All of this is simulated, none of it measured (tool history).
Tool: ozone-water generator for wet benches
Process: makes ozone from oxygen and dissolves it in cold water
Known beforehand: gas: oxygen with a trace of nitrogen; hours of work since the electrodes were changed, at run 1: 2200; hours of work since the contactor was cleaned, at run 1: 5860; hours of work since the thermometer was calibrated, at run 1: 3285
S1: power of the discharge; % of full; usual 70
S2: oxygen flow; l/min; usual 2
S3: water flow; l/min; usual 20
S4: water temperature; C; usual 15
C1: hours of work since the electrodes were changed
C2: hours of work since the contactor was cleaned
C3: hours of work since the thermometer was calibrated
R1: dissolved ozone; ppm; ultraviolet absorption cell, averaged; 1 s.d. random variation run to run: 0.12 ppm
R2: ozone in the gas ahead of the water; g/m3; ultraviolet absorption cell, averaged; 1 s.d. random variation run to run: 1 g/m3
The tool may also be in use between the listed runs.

run 1 hour=0 | S1=70 S2=2 S3=20 S4=15 | C1=2200 C2=5860 C3=3285 | R1=9.3 R2=171.9
run 2 hour=134.7 | S1=70 S2=2 S3=20 S4=15 | C1=2299 C2=5959 C3=3384 | R1=9.2 R2=169.1
run 3 hour=318 | S1=70 S2=2 S3=20 S4=15 | C1=2433 C2=6093 C3=3519 | R1=9.1 R2=168.7
run 4 hour=423.3 | S1=70 S2=2 S3=20 S4=15 | C1=2511 C2=6171 C3=3596 | R1=9.3 R2=169.2
run 5 hour=563.3 | S1=70 S2=2 S3=20 S4=15 | C1=2614 C2=6274 C3=3699 | R1=9 R2=168.9
run 6 hour=736.8 | S1=98 S2=2 S3=20 S4=15 | C1=2741 C2=6401 C3=3826 | R1=11.1 R2=207
run 7 hour=862.5 | S1=98 S2=2 S3=20 S4=15 | C1=2833 C2=6494 C3=3919 | R1=11.3 R2=206.8
run 8 hour=1043.1 | S1=98 S2=2 S3=20 S4=15 | C1=2966 C2=6626 C3=4051 | R1=11 R2=206.2
run 9 hour=1143.3 | S1=70 S2=2 S3=18 S4=15 | C1=3040 C2=6700 C3=4125 | R1=10.1 R2=169.7
run 10 hour=1235.3 | S1=46 S2=2.74 S3=20 S4=16 | C1=3107 C2=6767 C3=4193 | R1=7.3 R2=109.5
run 11 hour=1334.5 | S1=46 S2=2.74 S3=20 S4=16 | C1=3180 C2=6840 C3=4265 | R1=7.4 R2=110.4
run 12 hour=1504.1 | S1=46 S2=2.74 S3=20 S4=16 | C1=3305 C2=6965 C3=4390 | R1=7.3 R2=107.5
run 13 hour=1603.6 | S1=74 S2=2.74 S3=20 S4=16 | C1=3378 C2=7038 C3=4463 | R1=9.6 R2=143.9
run 14 hour=1701.8 | S1=50 S2=2.74 S3=25 S4=16 | C1=3450 C2=7110 C3=4535 | R1=6.1 R2=114.3
run 15 hour=1790.2 | S1=57 S2=1.1 S3=16 S4=16 | C1=3515 C2=7175 C3=4600 | R1=8.9 R2=212.4
run 16 hour=1940.3 | S1=70 S2=2 S3=20 S4=9 | C1=3625 C2=7285 C3=4711 | R1=9 R2=166.5
-- hour=1982 water thermometer calibrated
run 17 hour=2069.3 | S1=70 S2=2 S3=20 S4=8 | C1=3720 C2=7380 C3=64 | R1=9.1 R2=165.3

Predict each of these 5 candidate next runs independently; none follows another, all start after run 17:
run A hour=2205.3 | S1=51 S2=2 S3=19 S4=16 | C1=3820 C2=7480 C3=164 | R1=? R2=?
run B hour=2205.3 | S1=51 S2=2 S3=20 S4=8 | C1=3820 C2=7480 C3=164 | R1=? R2=?
run C hour=2205.3 | S1=84 S2=2 S3=20 S4=8 | C1=3820 C2=7480 C3=164 | R1=? R2=?
run D hour=2205.3 | S1=70 S2=3.07 S3=20 S4=8 | C1=3820 C2=7480 C3=164 | R1=? R2=?
run E hour=2205.3 | S1=64 S2=2 S3=20 S4=15 | C1=3820 C2=7480 C3=164 | R1=? R2=?

run=A R1=7.6 R2=139.1
run=B R1=7.9 R2=137.4
run=C R1=10.2 R2=185.1
run=D R1=10 R2=128.5
run=E R1=8.2 R2=155.7
With no hidden state in the tool, these same runs would have given:
run=A R1=8.5 R2=144.7
run=B R1=8.8 R2=142.9
run=C R1=11.6 R2=195.1
run=D R1=11.3 R2=134.8
run=E R1=9.2 R2=162.9
